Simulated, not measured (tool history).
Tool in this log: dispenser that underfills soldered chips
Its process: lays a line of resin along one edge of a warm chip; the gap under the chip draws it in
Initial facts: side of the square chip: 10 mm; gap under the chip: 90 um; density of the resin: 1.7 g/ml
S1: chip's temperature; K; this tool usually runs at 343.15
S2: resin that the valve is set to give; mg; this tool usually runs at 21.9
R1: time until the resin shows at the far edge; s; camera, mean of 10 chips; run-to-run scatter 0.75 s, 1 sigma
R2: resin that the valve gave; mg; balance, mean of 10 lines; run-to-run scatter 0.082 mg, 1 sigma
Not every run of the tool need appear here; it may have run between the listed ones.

{"run": 1, "hour": 0.0, "S1": 343.15, "S2": 21.9, "R1": 61.2, "R2": 21.59}
{"run": 2, "hour": 9.3, "S1": 343.15, "S2": 21.9, "R1": 82, "R2": 21.49}
{"hour": 11.9, "done": "new syringe of resin"}
{"run": 3, "hour": 18.3, "S1": 343.15, "S2": 21.9, "R1": 74.7, "R2": 21.45}
{"hour": 23.5, "done": "new syringe of resin"}
{"run": 4, "hour": 24.0, "S1": 343.15, "S2": 21.9, "R1": 63.7, "R2": 21.48}
{"run": 5, "hour": 29.3, "S1": 343.15, "S2": 21.9, "R1": 74.7, "R2": 21.54}
{"hour": 35.6, "done": "new syringe of resin"}
{"run": 6, "hour": 41.0, "S1": 343.15, "S2": 21.9, "R1": 72.7, "R2": 21.61}
{"hour": 47.1, "done": "new syringe of resin"}
{"run": 7, "hour": 51.8, "S1": 330.15, "S2": 21.9, "R1": 134.4, "R2": 21.34}
{"hour": 58.1, "done": "dispensing valve cleaned and set on the balance"}
{"hour": 59.7, "done": "new syringe of resin"}
{"run": 8, "hour": 59.7, "S1": 343.15, "S2": 20.8, "R1": 62.2, "R2": 20.83}
{"run": 9, "hour": 67.6, "S1": 343.15, "S2": 21.3, "R1": 79.5, "R2": 21.27}
{"hour": 71.8, "done": "new syringe of resin"}
{"run": 10, "hour": 72.9, "S1": 343.15, "S2": 21.3, "R1": 64.4, "R2": 21.23}
{"run": 11, "hour": 79.0, "S1": 343.15, "S2": 21.3, "R1": 76.4, "R2": 21.19}
{"hour": 83.8, "done": "new syringe of resin"}
{"run": 12, "hour": 88.5, "S1": 343.15, "S2": 21.3, "R1": 72.3, "R2": 21.13}
{"hour": 95.4, "done": "new syringe of resin"}
{"run": 13, "hour": 98.3, "S1": 343.15, "S2": 21.3, "R1": 66.7, "R2": 20.9}
{"hour": 106.9, "done": "new syringe of resin"}
{"run": 14, "hour": 109.4, "S1": 343.15, "S2": 21.3, "R1": 66.9, "R2": 20.97}
{"hour": 118.5, "done": "new syringe of resin"}
{"run": 15, "hour": 120.9, "S1": 352.15, "S2": 21.1, "R1": 46.2, "R2": 20.71}
{"run": 16, "hour": 126.5, "S1": 332.15, "S2": 21.9, "R1": 131.5, "R2": 21.61}
{"hour": 130.0, "done": "new syringe of resin"}
{"run": 17, "hour": 133.8, "S1": 332.15, "S2": 21.9, "R1": 117.1, "R2": 21.35}
{"hour": 137.9, "done": "dispensing valve cleaned and set on the balance"}
{"run": 18, "hour": 140.7, "S1": 340.15, "S2": 21.9, "R1": 94.4, "R2": 21.64}
{"hour": 143.0, "done": "new syringe of resin"}
{"run": 19, "hour": 146.9, "S1": 345.15, "S2": 21.9, "R1": 63.8, "R2": 21.62}
{"hour": 154.5, "done": "new syringe of resin"}
{"run": 20, "hour": 159.0, "S1": 336.15, "S2": 23.8, "R1": 93.7, "R2": 23.49}
{"hour": 166.2, "done": "new syringe of resin"}
{"run": 21, "hour": 170.5, "S1": 334.15, "S2": 19.8, "R1": 107.4, "R2": 19.59}
{"run": 22, "hour": 176.5, "S1": 334.15, "S2": 19.8, "R1": 128.4, "R2": 19.46}
{"hour": 178.0, "done": "new syringe of resin"}
{"run": 23, "hour": 184.3, "S1": 338.15, "S2": 25.2, "R1": 89.5, "R2": 24.77}
{"hour": 190.2, "done": "new syringe of resin"}
{"run": 24, "hour": 196.1, "S1": 338.15, "S2": 25.2, "R1": 90.4, "R2": 24.8}
{"hour": 201.8, "done": "new syringe of resin"}
{"run": 25, "hour": 204.9, "S1": 338.15, "S2": 25.2, "R1": 83.2, "R2": 24.5}

Predict each of these 3 candidate next runs independently; none follows another, all start after run 25:
{"run": "A", "hour": 212.8, "S1": 347.15, "S2": 18.9, "R1": "?", "R2": "?"}
{"run": "B", "hour": 212.8, "S1": 340.15, "S2": 18.8, "R1": "?", "R2": "?"}
{"run": "C", "hour": 212.8, "S1": 338.15, "S2": 25.2, "R1": "?", "R2": "?"}

run=A R1=73.7 R2=18.41
run=B R1=102.9 R2=18.23
run=C R1=103.4 R2=24.43
With the hidden condition removed and each run's random variation left untouched, the same runs would have given:
run=A R1=59.8 R2=18.94
run=B R1=83.9 R2=18.76
run=C R1=85 R2=25.14

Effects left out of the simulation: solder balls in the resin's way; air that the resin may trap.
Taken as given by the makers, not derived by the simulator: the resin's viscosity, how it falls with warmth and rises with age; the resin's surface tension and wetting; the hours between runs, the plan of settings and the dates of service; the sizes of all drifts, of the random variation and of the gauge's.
